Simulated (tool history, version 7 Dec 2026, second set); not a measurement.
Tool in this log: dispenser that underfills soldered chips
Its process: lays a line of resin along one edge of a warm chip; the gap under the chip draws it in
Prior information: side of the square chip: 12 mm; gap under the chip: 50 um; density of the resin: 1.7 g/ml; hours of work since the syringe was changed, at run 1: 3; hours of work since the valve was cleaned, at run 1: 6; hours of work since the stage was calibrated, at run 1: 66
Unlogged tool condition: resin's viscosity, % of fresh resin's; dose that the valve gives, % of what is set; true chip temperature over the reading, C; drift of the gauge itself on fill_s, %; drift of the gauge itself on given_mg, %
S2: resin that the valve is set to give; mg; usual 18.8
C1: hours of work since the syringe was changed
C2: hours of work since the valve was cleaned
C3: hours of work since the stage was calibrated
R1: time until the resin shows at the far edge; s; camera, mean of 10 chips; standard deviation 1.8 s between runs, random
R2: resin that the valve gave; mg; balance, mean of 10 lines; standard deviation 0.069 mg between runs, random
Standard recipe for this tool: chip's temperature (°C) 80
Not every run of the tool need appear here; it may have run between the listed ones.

{"run": 1, "day": 0.0, "chip's temperature (°C)": 80, "S2": 18.8, "C1": 3, "C2": 6, "C3": 66, "R1": 212.5, "R2": 18.79}
{"day": 0.25, "done": "new syringe of resin"}
{"run": 2, "day": 0.496, "chip's temperature (°C)": 80, "S2": 18.8, "C1": 5, "C2": 15, "C3": 75, "R1": 245.2, "R2": 18.6}
{"day": 0.629, "done": "new syringe of resin"}
{"run": 3, "day": 0.979, "chip's temperature (°C)": 80, "S2": 16.4, "C1": 6, "C2": 23, "C3": 84, "R1": 279.2, "R2": 16.18}
{"day": 1.025, "done": "new syringe of resin"}
{"day": 1.421, "done": "new syringe of resin"}
{"run": 4, "day": 1.462, "chip's temperature (°C)": 80, "S2": 16.4, "C1": 1, "C2": 32, "C3": 92, "R1": 196.9, "R2": 16.12}
{"run": 5, "day": 1.75, "chip's temperature (°C)": 80, "S2": 23.7, "C1": 6, "C2": 37, "C3": 98, "R1": 261.6, "R2": 23.06}
{"day": 1.829, "done": "new syringe of resin"}
{"day": 2.221, "done": "new syringe of resin"}
{"run": 6, "day": 2.283, "chip's temperature (°C)": 80, "S2": 23.7, "C1": 1, "C2": 47, "C3": 107, "R1": 188.2, "R2": 23.06}
{"day": 2.6, "done": "new syringe of resin"}
{"run": 7, "day": 2.608, "chip's temperature (°C)": 80, "S2": 23.7, "C1": 0, "C2": 52, "C3": 113, "R1": 178.2, "R2": 22.93}
{"run": 8, "day": 2.825, "chip's temperature (°C)": 80, "S2": 18.8, "C1": 4, "C2": 56, "C3": 117, "R1": 234.5, "R2": 18.05}
{"day": 2.992, "done": "new syringe of resin"}
{"run": 9, "day": 3.242, "chip's temperature (°C)": 80, "S2": 18.8, "C1": 5, "C2": 64, "C3": 124, "R1": 243.5, "R2": 17.97}
{"day": 3.388, "done": "new syringe of resin"}
{"day": 3.429, "done": "dispensing valve cleaned and set on the balance"}
{"run": 10, "day": 3.692, "chip's temperature (°C)": 80, "S2": 18.8, "C1": 5, "C2": 5, "C3": 132, "R1": 248.2, "R2": 18.69}
{"day": 3.829, "done": "new syringe of resin"}
{"run": 11, "day": 4.117, "chip's temperature (°C)": 80, "S2": 18.8, "C1": 5, "C2": 13, "C3": 139, "R1": 253.7, "R2": 18.57}
{"day": 4.204, "done": "new syringe of resin"}
{"run": 12, "day": 4.529, "chip's temperature (°C)": 80, "S2": 18.8, "C1": 6, "C2": 20, "C3": 147, "R1": 259.7, "R2": 18.55}
{"day": 4.583, "done": "new syringe of resin"}
{"day": 4.954, "done": "new syringe of resin"}
{"run": 13, "day": 4.954, "chip's temperature (°C)": 94, "S2": 18.8, "C1": 0, "C2": 27, "C3": 154, "R1": 120.7, "R2": 18.4}
{"run": 14, "day": 5.204, "chip's temperature (°C)": 80, "S2": 17.4, "C1": 5, "C2": 32, "C3": 159, "R1": 238.9, "R2": 17.06}
{"day": 5.354, "done": "new syringe of resin"}
{"run": 15, "day": 5.442, "chip's temperature (°C)": 80, "S2": 17.4, "C1": 2, "C2": 36, "C3": 163, "R1": 204.2, "R2": 17.02}
{"day": 5.742, "done": "new syringe of resin"}
{"run": 16, "day": 5.833, "chip's temperature (°C)": 67, "S2": 17.4, "C1": 2, "C2": 43, "C3": 170, "R1": 304.5, "R2": 16.87}
{"day": 6.121, "done": "new syringe of resin"}
{"run": 17, "day": 6.242, "chip's temperature (°C)": 67, "S2": 17.4, "C1": 2, "C2": 50, "C3": 177, "R1": 308.7, "R2": 16.95}
{"day": 6.521, "done": "new syringe of resin"}
{"run": 18, "day": 6.65, "chip's temperature (°C)": 76, "S2": 19, "C1": 2, "C2": 58, "C3": 184, "R1": 235.3, "R2": 18.17}
{"day": 6.908, "done": "new syringe of resin"}
{"run": 19, "day": 7.046, "chip's temperature (°C)": 87, "S2": 16.7, "C1": 3, "C2": 65, "C3": 191, "R1": 174.6, "R2": 15.9}
{"day": 7.138, "done": "dispensing valve cleaned and set on the balance"}
{"day": 7.367, "done": "new syringe of resin"}
{"run": 20, "day": 7.4, "chip's temperature (°C)": 87, "S2": 16.7, "C1": 1, "C2": 5, "C3": 197, "R1": 154.4, "R2": 16.56}
{"run": 21, "day": 7.708, "chip's temperature (°C)": 87, "S2": 16.7, "C1": 6, "C2": 10, "C3": 203, "R1": 221.5, "R2": 16.48}
{"day": 7.762, "done": "new syringe of resin"}
{"run": 22, "day": 8.092, "chip's temperature (°C)": 80, "S2": 19.8, "C1": 6, "C2": 17, "C3": 210, "R1": 256.3, "R2": 19.43}
{"day": 8.138, "done": "new syringe of resin"}
{"run": 23, "day": 8.35, "chip's temperature (°C)": 80, "S2": 19.8, "C1": 4, "C2": 22, "C3": 214, "R1": 223.9, "R2": 19.43}
{"day": 8.525, "done": "new syringe of resin"}
{"run": 24, "day": 8.825, "chip's temperature (°C)": 80, "S2": 19.8, "C1": 6, "C2": 30, "C3": 223, "R1": 251.2, "R2": 19.45}
{"day": 8.933, "done": "new syringe of resin"}
{"run": 25, "day": 9.254, "chip's temperature (°C)": 90, "S2": 20.7, "C1": 6, "C2": 38, "C3": 230, "R1": 191.7, "R2": 19.98}
{"day": 9.329, "done": "new syringe of resin"}
{"day": 9.717, "done": "new syringe of resin"}
{"run": 26, "day": 9.721, "chip's temperature (°C)": 68, "S2": 19.3, "C1": 0, "C2": 46, "C3": 238, "R1": 252.3, "R2": 18.62}
{"day": 10.104, "done": "new syringe of resin"}
{"run": 27, "day": 10.192, "chip's temperature (°C)": 77, "S2": 19.3, "C1": 2, "C2": 55, "C3": 247, "R1": 207.2, "R2": 18.47}
{"day": 10.475, "done": "new syringe of resin"}
{"run": 28, "day": 10.671, "chip's temperature (°C)": 75, "S2": 19.3, "C1": 4, "C2": 63, "C3": 255, "R1": 257.6, "R2": 18.38}
{"day": 10.854, "done": "dispensing valve cleaned and set on the balance"}
{"day": 10.908, "done": "new syringe of resin"}
{"run": 29, "day": 11.175, "chip's temperature (°C)": 75, "S2": 19.3, "C1": 5, "C2": 6, "C3": 264, "R1": 276.3, "R2": 19.22}
{"day": 11.288, "done": "new syringe of resin"}
{"run": 30, "day": 11.571, "chip's temperature (°C)": 94, "S2": 24, "C1": 5, "C2": 13, "C3": 271, "R1": 162.8, "R2": 23.86}
{"day": 11.658, "done": "new syringe of resin"}
{"run": 31, "day": 11.871, "chip's temperature (°C)": 80, "S2": 16.6, "C1": 4, "C2": 18, "C3": 276, "R1": 233.1, "R2": 16.33}
{"day": 12.038, "done": "new syringe of resin"}
{"run": 32, "day": 12.3, "chip's temperature (°C)": 83, "S2": 18.7, "C1": 5, "C2": 26, "C3": 284, "R1": 212.9, "R2": 18.37}
{"day": 12.45, "done": "new syringe of resin"}
{"run": 33, "day": 12.75, "chip's temperature (°C)": 83, "S2": 20.3, "C1": 6, "C2": 34, "C3": 292, "R1": 220.2, "R2": 19.94}
{"day": 12.833, "done": "new syringe of resin"}
{"day": 13.233, "done": "new syringe of resin"}
{"run": 34, "day": 13.233, "chip's temperature (°C)": 78, "S2": 18.1, "C1": 0, "C2": 42, "C3": 300, "R1": 182.8, "R2": 17.69}

Predict each of these 4 candidate next runs independently; none follows another, all start after run 34:
{"day": 13.629, "done": "new syringe of resin"}
{"run": "A", "day": 13.75, "chip's temperature (°C)": 78, "S2": 17.6, "C1": 2, "C2": 52, "C3": 310, "R1": "?", "R2": "?"}
{"day": 13.629, "done": "new syringe of resin"}
{"run": "B", "day": 13.75, "chip's temperature (°C)": 80, "S2": 21.5, "C1": 2, "C2": 52, "C3": 310, "R1": "?", "R2": "?"}
{"day": 13.629, "done": "new syringe of resin"}
{"run": "C", "day": 13.75, "chip's temperature (°C)": 83, "S2": 16.8, "C1": 2, "C2": 52, "C3": 310, "R1": "?", "R2": "?"}
{"day": 13.629, "done": "new syringe of resin"}
{"run": "D", "day": 13.75, "chip's temperature (°C)": 75, "S2": 18.1, "C1": 2, "C2": 52, "C3": 310, "R1": "?", "R2": "?"}

run=A R1=217.5 R2=16.99
run=B R1=200.1 R2=20.76
run=C R1=191.9 R2=16.11
run=D R1=238.2 R2=17.55
Stripped of hidden state, with their random variation kept, the same runs would have yielded:
run=A R1=196.8 R2=17.6
run=B R1=181.8 R2=21.51
run=C R1=173 R2=16.7
run=D R1=215.9 R2=18.18
